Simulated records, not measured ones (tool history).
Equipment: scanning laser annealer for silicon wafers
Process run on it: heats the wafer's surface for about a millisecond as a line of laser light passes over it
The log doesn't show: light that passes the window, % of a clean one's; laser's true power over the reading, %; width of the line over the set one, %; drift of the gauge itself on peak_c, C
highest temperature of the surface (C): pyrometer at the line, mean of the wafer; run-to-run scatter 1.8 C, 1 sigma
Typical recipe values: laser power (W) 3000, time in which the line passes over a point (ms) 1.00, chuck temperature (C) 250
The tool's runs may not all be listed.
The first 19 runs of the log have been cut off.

| run | hour | laser power (W) | time in which the line passes over a point (ms) | chuck temperature (C) | hours of work since the window was cleaned | hours of work since the power meter was calibrated | hours of work since the optics were aligned | highest temperature of the surface (C) |
|---|---|---|---|---|---|---|---|---|
|  | 579.2 | optics aligned, line set to its width, once more |
| 20 | 582.3 | 3000 | 1.05 | 285 | 243 | 731 | 2 | 1050 |
| 21 | 622.1 | 3231 | 1.00 | 267 | 271 | 759 | 30 | 1063 |
| 22 | 657.2 | 3231 | 1.00 | 267 | 295 | 783 | 54 | 1062 |
| 23 | 693.0 | 3231 | 1.00 | 267 | 320 | 808 | 79 | 1062 |
| 24 | 718.3 | 2853 | 1.00 | 255 | 338 | 826 | 97 | 956 |
| 25 | 736.2 | 2658 | 0.77 | 226 | 350 | 838 | 109 | 789 |
| 26 | 774.4 | 2658 | 0.77 | 226 | 376 | 865 | 135 | 785 |
| 27 | 791.4 | 2991 | 0.77 | 226 | 388 | 876 | 147 | 857 |
| 28 | 816.6 | 2991 | 0.77 | 226 | 406 | 894 | 165 | 855 |
| 29 | 834.1 | 3098 | 1.07 | 255 | 418 | 906 | 177 | 1041 |
| 30 | 874.0 | 3098 | 1.07 | 255 | 446 | 934 | 205 | 1032 |

Consider 3 possible next runs. They are alternatives, not a sequence: every one starts from the tool as it was left by run 30. What does each give?
| A | 899.6 | 3237 | 0.89 | 274 | 463 | 952 | 222 | ? |
| B | 899.6 | 3000 | 1.00 | 227 | 463 | 952 | 222 | ? |
| C | 899.6 | 3058 | 0.73 | 263 | 463 | 952 | 222 | ? |

| run | highest temperature of the surface (C) |
|---|---|
| A | 1006 |
| B | 952 |
| C | 879 |
Without the tool's unlogged condition, the same runs would have read:
| run | highest temperature of the surface (C) |
|---|---|
| A | 1047 |
| B | 992 |
| C | 913 |
